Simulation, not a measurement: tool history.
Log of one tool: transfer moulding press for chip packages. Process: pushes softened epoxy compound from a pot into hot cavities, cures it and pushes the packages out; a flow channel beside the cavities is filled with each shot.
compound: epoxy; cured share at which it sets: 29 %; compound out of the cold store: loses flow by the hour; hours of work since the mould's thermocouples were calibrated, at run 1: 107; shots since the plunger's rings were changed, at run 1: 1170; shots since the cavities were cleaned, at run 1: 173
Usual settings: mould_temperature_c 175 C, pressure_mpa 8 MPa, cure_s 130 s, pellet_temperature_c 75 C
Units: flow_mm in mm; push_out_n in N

run,hour,mould_temperature_c,pressure_mpa,cure_s,pellet_temperature_c,hours of work since the mould's thermocouples were calibrated,shots since the plunger's rings were changed,shots since the cavities were cleaned,incoming compound's hours out of the cold store,flow_mm,push_out_n
1,0,175,8,130,75,107,1170,173,16.6,603,515
2,17.2,175,8,130,75,114,1272,275,13.4,615,559
3,32.2,175,8,130,75,120,1362,365,43.2,518,566
4,46.8,175,8,142,75,126,1449,452,14.7,610,572
5,58.8,175,8,130,75,131,1521,524,10.2,625,598
# hour 70.6: cavities cleaned with cleaning compound and waxed
6,70.6,175,8,130,75,135,1583,0,19.9,593,360
7,84.7,175,8,130,75,141,1667,84,39.4,527,415
8,96.6,175,8,130,75,146,1738,155,24.6,575,478
9,109.1,175,8,130,75,151,1813,230,36.2,537,504
10,124.5,175,8,130,75,157,1905,322,36.7,534,546
11,136.2,175,8,130,75,162,1975,392,28,563,561
12,151.4,175,8,130,75,169,2066,483,24.1,574,607
13,163.6,175,8,130,75,174,2139,556,10.2,624,628
# hour 170.5: cavities cleaned with cleaning compound and waxed
14,177.4,175,8,130,75,179,2213,42,36.3,535,376
15,190.7,170,7.4,160,72,184,2292,121,27.1,555,453
16,199.6,170,9.27,160,72,188,2345,174,26.3,624,482
17,209.6,171,9.27,112,72,192,2405,234,10.4,684,786
18,221.9,170,7.64,130,75,197,2479,308,23.6,577,663
# hour 230.1: plunger's sealing rings changed
19,236,182,8,130,80,202,35,377,23,568,530
20,250,169,8,126,83,208,118,460,19.3,625,824
21,261.5,175,8,151,66,212,188,530,14,621,572
# hour 272.7: cavities cleaned with cleaning compound and waxed
22,272.7,175,8.78,151,78,216,245,0,32.8,581,326
23,283.9,175,8.78,151,78,221,313,68,29.9,593,400
24,291.3,182,6.21,118,75,224,357,112,40.4,451,423
25,303.8,182,6.21,118,75,229,431,186,21,503,478
26,316.5,176,7.59,135,75,234,508,263,18.1,586,536
27,324.2,175,8,165,72,238,553,308,22.8,587,509
28,339.9,175,8.77,145,75,244,647,402,40.2,555,559

Forecast each of these 4 alternatives for the next run:
A,355,182,8.77,145,73,250,737,492,47.5,?,?
B,355,175,9.04,143,75,250,737,492,11,?,?
C,355,173,7.89,145,75,250,737,492,42.6,?,?
D,355,175,8.77,165,83,250,737,492,45.3,?,?

run,flow_mm,push_out_n
A,514,555
B,669,575
C,526,594
D,539,569
Without the tool's hidden state the same runs would have given:
run,flow_mm,push_out_n
A,518,314
B,675,324
C,531,337
D,544,327

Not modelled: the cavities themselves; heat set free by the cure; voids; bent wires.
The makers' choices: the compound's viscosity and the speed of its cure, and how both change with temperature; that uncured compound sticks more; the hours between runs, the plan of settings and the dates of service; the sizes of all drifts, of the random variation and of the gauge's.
